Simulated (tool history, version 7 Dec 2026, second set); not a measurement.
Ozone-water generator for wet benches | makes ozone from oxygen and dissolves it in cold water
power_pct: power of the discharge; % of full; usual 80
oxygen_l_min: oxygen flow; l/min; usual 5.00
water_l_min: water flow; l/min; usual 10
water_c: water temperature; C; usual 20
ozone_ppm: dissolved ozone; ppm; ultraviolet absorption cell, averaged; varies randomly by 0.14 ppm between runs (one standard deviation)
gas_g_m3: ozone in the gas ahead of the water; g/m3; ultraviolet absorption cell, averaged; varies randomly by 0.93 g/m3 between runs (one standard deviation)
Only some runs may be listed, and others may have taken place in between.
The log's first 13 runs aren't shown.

Run 14, day 14.904: usual settings but oxygen_l_min 4.70 l/min. Result: ozone_ppm 15.4 ppm, gas_g_m3 156.7 g/m3.
Run 15, day 16.283: usual settings but oxygen_l_min 4.70 l/min. Result: ozone_ppm 15.3 ppm, gas_g_m3 157.6 g/m3.
Run 16, day 17.921: usual settings but power_pct 48 % of full. Result: ozone_ppm 10.3 ppm, gas_g_m3 102.5 g/m3.
Run 17, day 19.629: usual settings but power_pct 48 % of full. Result: ozone_ppm 10.5 ppm, gas_g_m3 102.8 g/m3.
Run 18, day 20.700: usual settings but power_pct 48 % of full. Result: ozone_ppm 10.5 ppm, gas_g_m3 102.1 g/m3.
Run 19, day 21.929: usual settings but power_pct 48 % of full. Result: ozone_ppm 10.3 ppm, gas_g_m3 102.9 g/m3.
Run 20, day 23.046: usual settings but power_pct 66 % of full, water_l_min 7 l/min. Result: ozone_ppm 17.2 ppm, gas_g_m3 130.5 g/m3.
Run 21, day 24.712: usual settings but power_pct 67 % of full, oxygen_l_min 5.76 l/min, water_l_min 7 l/min. Result: ozone_ppm 16.8 ppm, gas_g_m3 125.4 g/m3.
Run 22, day 25.812: usual settings but power_pct 96 % of full, oxygen_l_min 4.99 l/min, water_l_min 9 l/min. Result: ozone_ppm 18.9 ppm, gas_g_m3 175.6 g/m3.
Run 23, day 27.425: usual settings but water_l_min 9 l/min, water_c 14 C. Result: ozone_ppm 18.8 ppm, gas_g_m3 152.6 g/m3.
Run 24, day 28.221: usual settings but power_pct 52 % of full, oxygen_l_min 2.77 l/min, water_l_min 8 l/min, water_c 15 C. Result: ozone_ppm 14.3 ppm, gas_g_m3 139.5 g/m3.
Run 25, day 29.867: usual settings but power_pct 52 % of full, oxygen_l_min 2.77 l/min, water_l_min 8 l/min, water_c 15 C. Result: ozone_ppm 13.9 ppm, gas_g_m3 136.8 g/m3.
Run 26, day 31.479: usual settings but power_pct 52 % of full, oxygen_l_min 3.19 l/min, water_l_min 8 l/min, water_c 15 C. Result: ozone_ppm 14.2 ppm, gas_g_m3 129.2 g/m3.
Run 27, day 33.167: usual settings but power_pct 52 % of full, oxygen_l_min 3.19 l/min, water_l_min 8 l/min, water_c 15 C. Result: ozone_ppm 14.2 ppm, gas_g_m3 130.6 g/m3.
Run 28, day 34.700: usual settings but power_pct 52 % of full, oxygen_l_min 8.01 l/min, water_l_min 15 l/min, water_c 21 C. Result: ozone_ppm 7.6 ppm, gas_g_m3 90.8 g/m3.
Run 29, day 36.021: usual settings but power_pct 52 % of full, oxygen_l_min 8.01 l/min, water_l_min 15 l/min, water_c 21 C. Result: ozone_ppm 7.8 ppm, gas_g_m3 88.8 g/m3.
Run 30, day 37.546: usual settings but power_pct 84 % of full, oxygen_l_min 5.02 l/min, water_l_min 7 l/min, water_c 25 C. Result: ozone_ppm 18.0 ppm, gas_g_m3 157.4 g/m3.
Run 31, day 38.275: usual settings but power_pct 88 % of full. Result: ozone_ppm 16.3 ppm, gas_g_m3 161.9 g/m3.
Run 32, day 39.433: usual settings but power_pct 88 % of full, oxygen_l_min 6.22 l/min. Result: ozone_ppm 16.2 ppm, gas_g_m3 149.4 g/m3.
Run 33, day 40.417: usual settings but water_l_min 12 l/min, water_c 23 C. Result: ozone_ppm 12.5 ppm, gas_g_m3 152.5 g/m3.

Branching from run 33: 4 alternative next runs. What would each branch give?
Run A, day 41.788: usual settings but power_pct 55 % of full, oxygen_l_min 6.91 l/min. Result: ozone_ppm ?, gas_g_m3 ?.
Run B, day 41.788: usual settings but water_l_min 12 l/min, water_c 23 C. Result: ozone_ppm ?, gas_g_m3 ?.
Run C, day 41.788: usual settings but power_pct 67 % of full, oxygen_l_min 4.68 l/min, water_l_min 11 l/min. Result: ozone_ppm ?, gas_g_m3 ?.
Run D, day 41.788: usual settings but power_pct 61 % of full, water_l_min 14 l/min, water_c 23 C. Result: ozone_ppm ?, gas_g_m3 ?.

run  ozone_ppm  gas_g_m3
  A       11.2      99.6
  B       12.3     150.3
  C       12.4     133.6
  D        8.9     122.4
Had the tool no hidden state, the same runs would have come out as:
run  ozone_ppm  gas_g_m3
  A       12.0     102.2
  B       13.4     155.5
  C       13.3     137.7
  D        9.6     125.9

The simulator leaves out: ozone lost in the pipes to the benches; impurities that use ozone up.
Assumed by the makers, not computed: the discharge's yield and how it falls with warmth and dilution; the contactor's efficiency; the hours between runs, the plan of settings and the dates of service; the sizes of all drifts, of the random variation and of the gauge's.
